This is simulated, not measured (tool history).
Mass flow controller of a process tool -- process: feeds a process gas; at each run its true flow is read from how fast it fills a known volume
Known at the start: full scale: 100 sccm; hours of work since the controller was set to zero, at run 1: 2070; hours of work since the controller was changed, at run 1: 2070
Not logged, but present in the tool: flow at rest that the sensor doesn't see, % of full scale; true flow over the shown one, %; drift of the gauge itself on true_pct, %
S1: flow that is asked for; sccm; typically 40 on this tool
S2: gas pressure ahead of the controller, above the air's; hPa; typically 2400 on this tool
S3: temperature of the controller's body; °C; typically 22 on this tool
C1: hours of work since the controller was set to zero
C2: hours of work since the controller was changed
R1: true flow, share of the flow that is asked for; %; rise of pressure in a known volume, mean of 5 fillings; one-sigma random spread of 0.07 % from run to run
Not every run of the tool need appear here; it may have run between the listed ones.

{"run": 1, "hour": 0.0, "S1": 40, "S2": 2400, "S3": 22, "C1": 2070, "C2": 2070, "R1": 98.49}
{"run": 2, "hour": 235.2, "S1": 40, "S2": 2400, "S3": 32, "C1": 2233, "C2": 2233, "R1": 99.66}
{"run": 3, "hour": 382.4, "S1": 40, "S2": 2400, "S3": 32, "C1": 2334, "C2": 2334, "R1": 99.54}
{"run": 4, "hour": 601.4, "S1": 40, "S2": 2400, "S3": 22, "C1": 2486, "C2": 2486, "R1": 98.43}
{"run": 5, "hour": 870.7, "S1": 40, "S2": 1560, "S3": 22, "C1": 2671, "C2": 2671, "R1": 98.74}
{"run": 6, "hour": 991.5, "S1": 40, "S2": 1560, "S3": 22, "C1": 2755, "C2": 2755, "R1": 98.96}
{"run": 7, "hour": 1177.9, "S1": 18, "S2": 2210, "S3": 27, "C1": 2884, "C2": 2884, "R1": 98.7}
{"run": 8, "hour": 1371.8, "S1": 27, "S2": 2210, "S3": 27, "C1": 3017, "C2": 3017, "R1": 98.83}
{"run": 9, "hour": 1609.3, "S1": 27, "S2": 2210, "S3": 34, "C1": 3181, "C2": 3181, "R1": 99.35}
{"run": 10, "hour": 1840.1, "S1": 40, "S2": 1590, "S3": 32, "C1": 3341, "C2": 3341, "R1": 99.66}
{"run": 11, "hour": 1982.2, "S1": 35, "S2": 2130, "S3": 22, "C1": 3439, "C2": 3439, "R1": 98.38}
{"run": 12, "hour": 2188.9, "S1": 35, "S2": 2130, "S3": 22, "C1": 3581, "C2": 3581, "R1": 98.42}

Selected run-to-run steps in R1, each split into two signed amounts: the part the tool would show with no hidden state at all (from settings, incoming material and random variation), and the remainder, which goes to the hidden state together with any gauge scatter not common to the measured and the hidden-state-free results:
Run 1 -> 2: S3 22 -> 32. R1 +1.17 %: hidden state -0.04, all else +1.21.
Run 10 -> 11: S1 40 -> 35, S2 1590 -> 2130, S3 32 -> 22. R1 -1.28 %: hidden state -0.01, all else -1.27.

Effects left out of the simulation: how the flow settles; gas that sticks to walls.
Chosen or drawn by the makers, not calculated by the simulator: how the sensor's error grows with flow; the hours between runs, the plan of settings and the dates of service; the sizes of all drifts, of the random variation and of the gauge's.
